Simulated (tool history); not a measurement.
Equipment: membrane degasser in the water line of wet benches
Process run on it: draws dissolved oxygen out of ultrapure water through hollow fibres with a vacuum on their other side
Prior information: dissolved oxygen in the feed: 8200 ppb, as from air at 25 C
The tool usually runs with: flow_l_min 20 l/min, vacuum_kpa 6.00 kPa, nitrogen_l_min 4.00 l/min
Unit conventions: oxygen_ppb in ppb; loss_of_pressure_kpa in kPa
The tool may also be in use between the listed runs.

Run 1, hour 0.0: usual settings. Result: oxygen_ppb 47.1 ppb, loss_of_pressure_kpa 43.40 kPa.
At hour 25.6: seals of the vacuum lines changed.
Run 2, hour 143.9: usual settings but flow_l_min 19 l/min. Result: oxygen_ppb 43.4 ppb, loss_of_pressure_kpa 41.77 kPa.
Run 3, hour 273.1: usual settings. Result: oxygen_ppb 47.8 ppb, loss_of_pressure_kpa 44.29 kPa.
Run 4, hour 410.2: usual settings. Result: oxygen_ppb 48.7 ppb, loss_of_pressure_kpa 43.85 kPa.
Run 5, hour 510.2: usual settings. Result: oxygen_ppb 48.8 ppb, loss_of_pressure_kpa 43.96 kPa.
Run 6, hour 587.1: usual settings. Result: oxygen_ppb 47.9 ppb, loss_of_pressure_kpa 43.83 kPa.
Run 7, hour 719.4: usual settings but nitrogen_l_min 3.19 l/min. Result: oxygen_ppb 55.5 ppb, loss_of_pressure_kpa 44.41 kPa.
Run 8, hour 789.5: usual settings but vacuum_kpa 9.48 kPa, nitrogen_l_min 11.34 l/min. Result: oxygen_ppb 40.9 ppb, loss_of_pressure_kpa 44.10 kPa.
Run 9, hour 918.7: usual settings but vacuum_kpa 9.48 kPa, nitrogen_l_min 11.34 l/min. Result: oxygen_ppb 40.8 ppb, loss_of_pressure_kpa 44.49 kPa.
Run 10, hour 1016.0: usual settings but vacuum_kpa 9.48 kPa, nitrogen_l_min 11.34 l/min. Result: oxygen_ppb 41.6 ppb, loss_of_pressure_kpa 44.37 kPa.
Run 11, hour 1126.2: usual settings but flow_l_min 19 l/min, vacuum_kpa 5.12 kPa, nitrogen_l_min 1.75 l/min. Result: oxygen_ppb 60.8 ppb, loss_of_pressure_kpa 42.33 kPa.

Here are 3 independent what-if runs from the current tool condition. What would each one return?
Run A, hour 1255.2: usual settings but flow_l_min 24 l/min, vacuum_kpa 5.12 kPa, nitrogen_l_min 1.75 l/min. Result: oxygen_ppb ?, loss_of_pressure_kpa ?.
Run B, hour 1255.2: usual settings but flow_l_min 26 l/min, vacuum_kpa 11.84 kPa. Result: oxygen_ppb ?, loss_of_pressure_kpa ?.
Run C, hour 1255.2: usual settings but flow_l_min 27 l/min, vacuum_kpa 5.64 kPa, nitrogen_l_min 11.69 l/min. Result: oxygen_ppb ?, loss_of_pressure_kpa ?.

run  oxygen_ppb  loss_of_pressure_kpa
  A        81.2                 53.47
  B       160.3                 57.86
  C        44.5                 60.38
With no hidden state in the tool, these same runs would have given:
run  oxygen_ppb  loss_of_pressure_kpa
  A        81.2                 52.27
  B       160.3                 56.55
  C        44.5                 59.02

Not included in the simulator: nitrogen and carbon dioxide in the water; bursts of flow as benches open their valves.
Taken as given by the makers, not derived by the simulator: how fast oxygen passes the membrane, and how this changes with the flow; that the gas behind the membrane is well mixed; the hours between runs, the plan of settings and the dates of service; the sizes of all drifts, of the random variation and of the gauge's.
